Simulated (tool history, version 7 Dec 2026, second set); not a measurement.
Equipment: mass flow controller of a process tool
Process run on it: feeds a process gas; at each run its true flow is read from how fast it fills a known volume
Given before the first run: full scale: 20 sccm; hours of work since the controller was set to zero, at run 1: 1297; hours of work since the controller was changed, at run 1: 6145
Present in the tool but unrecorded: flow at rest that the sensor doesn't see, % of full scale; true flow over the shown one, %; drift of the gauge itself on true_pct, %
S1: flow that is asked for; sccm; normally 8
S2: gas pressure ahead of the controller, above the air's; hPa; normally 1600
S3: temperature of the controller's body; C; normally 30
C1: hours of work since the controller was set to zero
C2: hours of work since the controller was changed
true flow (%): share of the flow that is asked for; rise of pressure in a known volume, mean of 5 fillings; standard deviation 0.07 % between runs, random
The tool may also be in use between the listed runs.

Run 1, hour 0.0: usual settings; C1 1297; C2 6145. Result: true flow (%) 103.92.
Run 2, hour 223.7: usual settings; C1 1396; C2 6244. Result: true flow (%) 103.97.
Run 3, hour 470.4: usual settings but S1 7 sccm; C1 1505; C2 6354. Result: true flow (%) 104.34.
At hour 694.5: controller exchanged for a calibrated one.
Run 4, hour 841.3: usual settings but S1 7 sccm; C1 65; C2 65. Result: true flow (%) 98.55.
Run 5, hour 1226.9: usual settings but S2 2270 hPa; C1 236; C2 236. Result: true flow (%) 98.78.
Run 6, hour 1533.0: usual settings; C1 372; C2 372. Result: true flow (%) 98.98.
Run 7, hour 1708.6: usual settings; C1 450; C2 450. Result: true flow (%) 99.10.
Run 8, hour 1930.3: usual settings but S3 37 C; C1 548; C2 548. Result: true flow (%) 98.72.
Run 9, hour 2231.1: usual settings but S3 37 C; C1 682; C2 682. Result: true flow (%) 98.96.
Run 10, hour 2588.1: usual settings but S1 18 sccm, S2 1790 hPa, S3 22 C; C1 840; C2 840. Result: true flow (%) 100.90.
Run 11, hour 2801.7: usual settings but S1 13 sccm, S2 2130 hPa, S3 32 C; C1 935; C2 935. Result: true flow (%) 99.83.
Run 12, hour 2981.7: usual settings but S2 1580 hPa; C1 1015; C2 1015. Result: true flow (%) 99.93.
Run 13, hour 3306.0: usual settings but S1 5 sccm, S2 1630 hPa, S3 21 C; C1 1158; C2 1158. Result: true flow (%) 100.95.

Across each entry between runs, compare the hidden state at the last listed run before it with the hidden state at the first listed run after it:
Run 3 -> run 4: controller exchanged for a calibrated one (hour 694.5)
  flow at rest that the sensor doesn't see, % of full scale: 0.45 -> 0.039; true flow over the shown one, %: 4.54 -> 0
  measured result minus the result with no hidden state, true flow (%): +5.83 -> +0.11

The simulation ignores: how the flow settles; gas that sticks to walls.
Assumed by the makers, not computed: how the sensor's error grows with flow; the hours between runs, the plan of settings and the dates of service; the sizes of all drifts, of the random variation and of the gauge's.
